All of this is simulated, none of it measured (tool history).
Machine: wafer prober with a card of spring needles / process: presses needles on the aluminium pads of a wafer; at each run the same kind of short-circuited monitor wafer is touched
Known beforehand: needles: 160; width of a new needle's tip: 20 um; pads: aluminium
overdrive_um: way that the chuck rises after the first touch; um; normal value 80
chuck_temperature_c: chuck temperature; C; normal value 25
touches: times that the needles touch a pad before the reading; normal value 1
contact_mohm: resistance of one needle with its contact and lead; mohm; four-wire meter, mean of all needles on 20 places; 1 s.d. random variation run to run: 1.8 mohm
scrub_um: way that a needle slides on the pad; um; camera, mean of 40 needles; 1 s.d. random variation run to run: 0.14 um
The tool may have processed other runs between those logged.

{"run": 1, "hour": 0.0, "overdrive_um": 80, "chuck_temperature_c": 25, "touches": 1, "contact_mohm": 217, "scrub_um": 12.69}
{"hour": 2.1, "done": "tips cleaned on abrasive film"}
{"hour": 7.1, "done": "tips cleaned on abrasive film"}
{"hour": 11.1, "done": "tips cleaned on abrasive film"}
{"hour": 16.2, "done": "tips cleaned on abrasive film"}
{"hour": 21.2, "done": "tips cleaned on abrasive film"}
{"hour": 26.2, "done": "tips cleaned on abrasive film"}
{"run": 2, "hour": 26.7, "overdrive_um": 80, "chuck_temperature_c": 25, "touches": 2, "contact_mohm": 201, "scrub_um": 12.8}
{"hour": 30.7, "done": "tips cleaned on abrasive film"}
{"hour": 35.7, "done": "tips cleaned on abrasive film"}
{"hour": 40.7, "done": "tips cleaned on abrasive film"}
{"hour": 44.8, "done": "tips cleaned on abrasive film"}
{"hour": 49.8, "done": "tips cleaned on abrasive film"}
{"hour": 54.8, "done": "tips cleaned on abrasive film"}
{"hour": 58.9, "done": "tips cleaned on abrasive film"}
{"run": 3, "hour": 59.8, "overdrive_um": 80, "chuck_temperature_c": 25, "touches": 2, "contact_mohm": 202, "scrub_um": 12.38}
{"hour": 63.8, "done": "tips cleaned on abrasive film"}
{"hour": 68.9, "done": "tips cleaned on abrasive film"}
{"hour": 73.9, "done": "tips cleaned on abrasive film"}
{"hour": 77.9, "done": "tips cleaned on abrasive film"}
{"run": 4, "hour": 78.2, "overdrive_um": 80, "chuck_temperature_c": 25, "touches": 2, "contact_mohm": 199, "scrub_um": 12.27}
{"hour": 82.2, "done": "tips cleaned on abrasive film"}
{"hour": 87.3, "done": "tips cleaned on abrasive film"}
{"hour": 92.3, "done": "tips cleaned on abrasive film"}
{"hour": 96.8, "done": "tips cleaned on abrasive film"}
{"run": 5, "hour": 96.8, "overdrive_um": 80, "chuck_temperature_c": 63, "touches": 1, "contact_mohm": 206, "scrub_um": 12.72}
{"hour": 101.8, "done": "tips cleaned on abrasive film"}
{"hour": 106.8, "done": "tips cleaned on abrasive film"}
{"hour": 111.8, "done": "tips cleaned on abrasive film"}
{"hour": 116.9, "done": "tips cleaned on abrasive film"}
{"hour": 121.3, "done": "tips cleaned on abrasive film"}
{"run": 6, "hour": 121.3, "overdrive_um": 82, "chuck_temperature_c": 25, "touches": 1, "contact_mohm": 202, "scrub_um": 12.67}
{"hour": 126.3, "done": "tips cleaned on abrasive film"}
{"hour": 131.3, "done": "tips cleaned on abrasive film"}
{"hour": 135.9, "done": "tips cleaned on abrasive film"}
{"run": 7, "hour": 135.9, "overdrive_um": 80, "chuck_temperature_c": 25, "touches": 1, "contact_mohm": 197, "scrub_um": 12.33}
{"hour": 140.0, "done": "tips cleaned on abrasive film"}
{"hour": 145.0, "done": "tips cleaned on abrasive film"}
{"hour": 150.0, "done": "tips cleaned on abrasive film"}
{"hour": 155.0, "done": "tips cleaned on abrasive film"}
{"hour": 160.0, "done": "tips cleaned on abrasive film"}
{"run": 8, "hour": 160.1, "overdrive_um": 80, "chuck_temperature_c": 25, "touches": 1, "contact_mohm": 195, "scrub_um": 12.43}
{"hour": 164.1, "done": "tips cleaned on abrasive film"}
{"hour": 169.1, "done": "tips cleaned on abrasive film"}
{"hour": 174.1, "done": "tips cleaned on abrasive film"}
{"hour": 179.2, "done": "tips cleaned on abrasive film"}
{"hour": 184.2, "done": "tips cleaned on abrasive film"}
{"hour": 189.2, "done": "tips cleaned on abrasive film"}
{"run": 9, "hour": 190.6, "overdrive_um": 80, "chuck_temperature_c": 25, "touches": 1, "contact_mohm": 213, "scrub_um": 12.21}
{"hour": 193.7, "done": "tips cleaned on abrasive film"}
{"hour": 198.7, "done": "tips cleaned on abrasive film"}
{"hour": 203.7, "done": "tips cleaned on abrasive film"}
{"hour": 208.8, "done": "tips cleaned on abrasive film"}
{"hour": 213.8, "done": "tips cleaned on abrasive film"}
{"run": 10, "hour": 215.9, "overdrive_um": 80, "chuck_temperature_c": 25, "touches": 1, "contact_mohm": 219, "scrub_um": 12.17}
{"hour": 218.0, "done": "tips cleaned on abrasive film"}
{"hour": 223.0, "done": "tips cleaned on abrasive film"}
{"hour": 228.1, "done": "tips cleaned on abrasive film"}
{"hour": 233.1, "done": "tips cleaned on abrasive film"}
{"hour": 238.1, "done": "tips cleaned on abrasive film"}
{"hour": 243.1, "done": "tips cleaned on abrasive film"}
{"run": 11, "hour": 244.6, "overdrive_um": 80, "chuck_temperature_c": 25, "touches": 1, "contact_mohm": 215, "scrub_um": 12.07}
{"hour": 247.7, "done": "tips cleaned on abrasive film"}
{"hour": 252.7, "done": "tips cleaned on abrasive film"}
{"hour": 257.7, "done": "tips cleaned on abrasive film"}
{"hour": 261.8, "done": "tips cleaned on abrasive film"}
{"hour": 266.8, "done": "tips cleaned on abrasive film"}
{"hour": 271.8, "done": "tips cleaned on abrasive film"}
{"hour": 275.9, "done": "tips cleaned on abrasive film"}
{"run": 12, "hour": 277.5, "overdrive_um": 80, "chuck_temperature_c": 25, "touches": 1, "contact_mohm": 220, "scrub_um": 12.41}
{"hour": 280.5, "done": "tips cleaned on abrasive film"}
{"hour": 284.5, "done": "tips cleaned on abrasive film"}
{"hour": 289.6, "done": "tips cleaned on abrasive film"}
{"hour": 293.8, "done": "height of the first contact set anew"}
{"hour": 294.9, "done": "tips cleaned on abrasive film"}
{"hour": 298.9, "done": "tips cleaned on abrasive film"}
{"run": 13, "hour": 301.4, "overdrive_um": 60, "chuck_temperature_c": 53, "touches": 1, "contact_mohm": 243, "scrub_um": 9.77}
{"hour": 303.4, "done": "tips cleaned on abrasive film"}
{"hour": 308.5, "done": "tips cleaned on abrasive film"}
{"hour": 313.5, "done": "tips cleaned on abrasive film"}
{"hour": 318.5, "done": "tips cleaned on abrasive film"}
{"hour": 323.5, "done": "tips cleaned on abrasive film"}
{"run": 14, "hour": 325.2, "overdrive_um": 95, "chuck_temperature_c": 49, "touches": 1, "contact_mohm": 210, "scrub_um": 15.43}
{"hour": 328.3, "done": "tips cleaned on abrasive film"}
{"hour": 333.3, "done": "tips cleaned on abrasive film"}
{"hour": 338.3, "done": "tips cleaned on abrasive film"}
{"hour": 343.4, "done": "tips cleaned on abrasive film"}
{"hour": 348.4, "done": "tips cleaned on abrasive film"}
{"hour": 353.4, "done": "tips cleaned on abrasive film"}
{"run": 15, "hour": 354.4, "overdrive_um": 64, "chuck_temperature_c": 25, "touches": 2, "contact_mohm": 206, "scrub_um": 10.29}
{"hour": 358.4, "done": "tips cleaned on abrasive film"}
{"hour": 363.4, "done": "tips cleaned on abrasive film"}
{"hour": 368.5, "done": "tips cleaned on abrasive film"}
{"hour": 373.5, "done": "tips cleaned on abrasive film"}
{"run": 16, "hour": 375.4, "overdrive_um": 64, "chuck_temperature_c": 25, "touches": 2, "contact_mohm": 216, "scrub_um": 10.19}
{"hour": 378.4, "done": "tips cleaned on abrasive film"}
{"hour": 383.4, "done": "tips cleaned on abrasive film"}
{"hour": 388.5, "done": "tips cleaned on abrasive film"}
{"hour": 393.5, "done": "tips cleaned on abrasive film"}
{"hour": 398.5, "done": "tips cleaned on abrasive film"}
{"hour": 403.4, "done": "tips cleaned on abrasive film"}
{"run": 17, "hour": 403.4, "overdrive_um": 64, "chuck_temperature_c": 25, "touches": 2, "contact_mohm": 200, "scrub_um": 10.11}
{"hour": 408.5, "done": "tips cleaned on abrasive film"}
{"hour": 413.5, "done": "tips cleaned on abrasive film"}
{"hour": 418.5, "done": "tips cleaned on abrasive film"}
{"hour": 423.5, "done": "tips cleaned on abrasive film"}
{"hour": 428.5, "done": "tips cleaned on abrasive film"}
{"run": 18, "hour": 429.4, "overdrive_um": 74, "chuck_temperature_c": 63, "touches": 2, "contact_mohm": 215, "scrub_um": 11.7}
{"hour": 433.4, "done": "tips cleaned on abrasive film"}
{"hour": 438.5, "done": "tips cleaned on abrasive film"}
{"hour": 443.5, "done": "tips cleaned on abrasive film"}
{"hour": 448.5, "done": "tips cleaned on abrasive film"}
{"run": 19, "hour": 450.0, "overdrive_um": 74, "chuck_temperature_c": 63, "touches": 2, "contact_mohm": 216, "scrub_um": 11.65}
{"hour": 453.0, "done": "tips cleaned on abrasive film"}
{"hour": 458.1, "done": "tips cleaned on abrasive film"}
{"hour": 463.1, "done": "tips cleaned on abrasive film"}
{"hour": 467.1, "done": "tips cleaned on abrasive film"}
{"hour": 472.1, "done": "tips cleaned on abrasive film"}
{"run": 20, "hour": 475.8, "overdrive_um": 74, "chuck_temperature_c": 63, "touches": 2, "contact_mohm": 231, "scrub_um": 11.22}
{"hour": 476.9, "done": "tips cleaned on abrasive film"}
{"hour": 480.9, "done": "tips cleaned on abrasive film"}
{"hour": 485.9, "done": "tips cleaned on abrasive film"}
{"hour": 491.0, "done": "tips cleaned on abrasive film"}
{"hour": 496.0, "done": "tips cleaned on abrasive film"}
{"hour": 501.0, "done": "tips cleaned on abrasive film"}
{"run": 21, "hour": 503.4, "overdrive_um": 63, "chuck_temperature_c": 56, "touches": 2, "contact_mohm": 237, "scrub_um": 9.65}
{"hour": 505.5, "done": "tips cleaned on abrasive film"}
{"hour": 510.5, "done": "tips cleaned on abrasive film"}
{"hour": 515.5, "done": "tips cleaned on abrasive film"}
{"hour": 519.6, "done": "tips cleaned on abrasive film"}
{"hour": 524.6, "done": "tips cleaned on abrasive film"}
{"hour": 528.6, "done": "tips cleaned on abrasive film"}
{"hour": 533.0, "done": "tips cleaned on abrasive film"}
{"run": 22, "hour": 533.0, "overdrive_um": 63, "chuck_temperature_c": 107, "touches": 2, "contact_mohm": 219, "scrub_um": 9.6}
{"hour": 538.0, "done": "tips cleaned on abrasive film"}
{"hour": 543.0, "done": "tips cleaned on abrasive film"}
{"hour": 547.2, "done": "tips cleaned on abrasive film"}
{"run": 23, "hour": 547.2, "overdrive_um": 63, "chuck_temperature_c": 97, "touches": 1, "contact_mohm": 227, "scrub_um": 9.36}
{"hour": 551.2, "done": "tips cleaned on abrasive film"}
{"hour": 555.3, "done": "tips cleaned on abrasive film"}
{"hour": 560.3, "done": "tips cleaned on abrasive film"}
{"hour": 565.3, "done": "tips cleaned on abrasive film"}
{"hour": 570.3, "done": "tips cleaned on abrasive film"}
{"run": 24, "hour": 571.6, "overdrive_um": 63, "chuck_temperature_c": 97, "touches": 1, "contact_mohm": 249, "scrub_um": 9.48}

Each row is a separate what-if for the run after 24, all from the same tool condition, not one after another. Results?
{"hour": 574.7, "done": "tips cleaned on abrasive film"}
{"hour": 579.7, "done": "tips cleaned on abrasive film"}
{"hour": 584.7, "done": "tips cleaned on abrasive film"}
{"run": "A", "hour": 585.6, "overdrive_um": 63, "chuck_temperature_c": 97, "touches": 1, "contact_mohm": "?", "scrub_um": "?"}
{"hour": 574.7, "done": "tips cleaned on abrasive film"}
{"hour": 579.7, "done": "tips cleaned on abrasive film"}
{"hour": 584.7, "done": "tips cleaned on abrasive film"}
{"run": "B", "hour": 585.6, "overdrive_um": 84, "chuck_temperature_c": 25, "touches": 3, "contact_mohm": "?", "scrub_um": "?"}
{"hour": 574.7, "done": "tips cleaned on abrasive film"}
{"hour": 579.7, "done": "tips cleaned on abrasive film"}
{"hour": 584.7, "done": "tips cleaned on abrasive film"}
{"run": "C", "hour": 585.6, "overdrive_um": 87, "chuck_temperature_c": 25, "touches": 1, "contact_mohm": "?", "scrub_um": "?"}
{"hour": 574.7, "done": "tips cleaned on abrasive film"}
{"hour": 579.7, "done": "tips cleaned on abrasive film"}
{"hour": 584.7, "done": "tips cleaned on abrasive film"}
{"run": "D", "hour": 585.6, "overdrive_um": 89, "chuck_temperature_c": 89, "touches": 1, "contact_mohm": "?", "scrub_um": "?"}

run=A contact_mohm=238 scrub_um=9.35
run=B contact_mohm=199 scrub_um=12.75
run=C contact_mohm=208 scrub_um=13.18
run=D contact_mohm=226 scrub_um=13.57
With no hidden state in the tool, these same runs would have given:
run=A contact_mohm=211 scrub_um=10.09
run=B contact_mohm=192 scrub_um=13.49
run=C contact_mohm=192 scrub_um=13.91
run=D contact_mohm=211 scrub_um=14.3
